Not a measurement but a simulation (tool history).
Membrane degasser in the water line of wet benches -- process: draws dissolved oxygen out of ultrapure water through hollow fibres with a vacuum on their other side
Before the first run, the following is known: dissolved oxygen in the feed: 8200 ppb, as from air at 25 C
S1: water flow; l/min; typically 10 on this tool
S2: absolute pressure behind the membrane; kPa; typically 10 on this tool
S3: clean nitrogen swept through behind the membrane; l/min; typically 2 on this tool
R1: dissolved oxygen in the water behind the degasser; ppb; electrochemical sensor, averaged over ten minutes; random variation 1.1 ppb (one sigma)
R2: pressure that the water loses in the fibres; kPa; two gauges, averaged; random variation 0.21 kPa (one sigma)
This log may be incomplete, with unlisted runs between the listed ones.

run	hour	S1	S2	S3	R1	R2
1	0	10	10	2	111.7	51.15
2	109.9	10	10	2	109.3	51.05
3	212.7	10	10	2	114.2	51.56
4	286.9	10	10	2	112.1	51.58
5	365.5	11	10	2	130.8	55.99
6	437	11	15.9	2	205.9	56.6
7	532.2	11	15.9	2	211.3	56.24
8	626.3	11	15.9	2	210.1	56.41
9	719	11	7	2	87.9	56.13
10	816.5	11	7	2	89.5	56.74
11	887.9	11	7	2	90.2	56.63
12	963	11	7	2	87.7	56.6
13	1025.1	15	10	2	213.3	77.35
14	1116.3	15	10	2	211.1	77.04
15	1170.6	15	10	2	214.2	76.84
16	1238.4	10	10	2	112	51.03
17	1347.9	11	10	2	132.2	56.54

What will run 18 give?
18	1400.2	14	16.9	2	?	?

Run 18 measured R1 302.4 ppb, R2 72.1 kPa.
Minus the tool's unlogged condition, the same run would have read R1 288.1 ppb, R2 71.41 kPa.
